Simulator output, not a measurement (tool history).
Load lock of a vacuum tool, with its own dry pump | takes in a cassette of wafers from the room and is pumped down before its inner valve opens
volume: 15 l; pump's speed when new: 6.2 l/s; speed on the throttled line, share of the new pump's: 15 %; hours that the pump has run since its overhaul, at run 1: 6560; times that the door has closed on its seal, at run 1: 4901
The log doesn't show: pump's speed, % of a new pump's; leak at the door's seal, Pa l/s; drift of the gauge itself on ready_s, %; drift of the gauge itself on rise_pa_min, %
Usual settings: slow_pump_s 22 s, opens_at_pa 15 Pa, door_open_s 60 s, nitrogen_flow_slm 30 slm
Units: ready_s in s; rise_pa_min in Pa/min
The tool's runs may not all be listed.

run	hour	slow_pump_s	opens_at_pa	door_open_s	nitrogen_flow_slm	hours that the pump has run since its overhaul	times that the door has closed on its seal	incoming humidity of the room's air, %	ready_s	rise_pa_min
1	0	22	15	60	30	6560	4901	43.4	41.9	0.055
2	112.4	22	15	49	30	6673	5235	44.9	41.7	0.052
3	219.7	22	15	60	30	6780	5555	46	41.7	0.063
4	398.4	22	15	60	30	6959	6087	45.1	41.8	0.059
5	573.1	22	15	60	42	7133	6608	47.3	41.7	0.061
6	701.9	22	15	60	42	7262	6991	46.2	42.5	0.059
7	820.2	22	15	60	42	7380	7344	44.9	42.4	0.065
8	969.9	22	15	60	42	7530	7790	45.8	43	0.06
9	1079.4	22	15	60	25	7640	8116	47.3	42.8	0.073
10	1179.4	22	12	60	30	7740	8414	43.1	43.4	0.068
11	1282.1	22	11	60	30	7842	8719	45.1	43.1	0.071
12	1387.7	22	21	60	30	7948	9034	44.5	41.5	0.073
13	1571.6	22	21	60	30	8132	9582	45	41.8	0.075
14	1656.2	39	28	180	23	8216	9834	44.1	55.7	0.127

Forecast run 15:
15	1776.4	39	11	170	20	8337	10192	43.7	?	?

{"run 15": {"ready_s": 57.5, "rise_pa_min": 0.128}}
Without the tool's hidden state the same run would have given ready_s 55.4 s, rise_pa_min 0.1 Pa/min.
